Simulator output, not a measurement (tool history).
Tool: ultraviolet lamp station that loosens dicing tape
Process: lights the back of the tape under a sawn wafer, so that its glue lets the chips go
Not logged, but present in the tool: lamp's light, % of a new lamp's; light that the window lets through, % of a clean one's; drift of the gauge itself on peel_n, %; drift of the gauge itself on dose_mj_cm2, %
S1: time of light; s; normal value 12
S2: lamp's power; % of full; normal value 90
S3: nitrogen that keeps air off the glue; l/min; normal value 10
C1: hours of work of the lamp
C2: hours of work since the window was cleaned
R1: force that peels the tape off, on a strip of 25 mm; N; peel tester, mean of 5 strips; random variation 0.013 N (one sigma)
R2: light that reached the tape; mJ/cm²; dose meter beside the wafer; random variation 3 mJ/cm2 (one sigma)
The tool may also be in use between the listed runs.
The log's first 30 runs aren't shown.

run    hour  S1  S2  S3   C1   C2     R1   R2
 31  1088.4  12  93  19  470  130  0.803  340
 32  1111.0  12  93   5  481  141  1.670  332
 33  1154.6   7  74   5  503  163  4.255  147
 34  1198.8  12  87   5  525  185  2.043  298
     1238.8  -- window cleaned of glue's vapour
 35  1239.9   8  95  10  545    1  2.051  234
 36  1280.6   8  95  10  565   21  2.193  226
 37  1329.2   8  90  10  589   45  2.446  207
 38  1368.0  15  81  10  608   64  1.042  350

Each row is a separate what-if for the run after 38, all from the same tool condition, not one after another. Results?
  A  1398.5  15  89   9  624  79   ?   ?
  B  1398.5   9  90  10  624  79   ?   ?
  C  1398.5   8  62   7  624  79   ?   ?

run     R1   R2
  A  0.927  374
  B  2.128  229
  C  4.243  143
Without the tool's unlogged condition, the same runs would have read:
run     R1   R2
  A  0.412  547
  B  1.110  334
  C  2.888  208
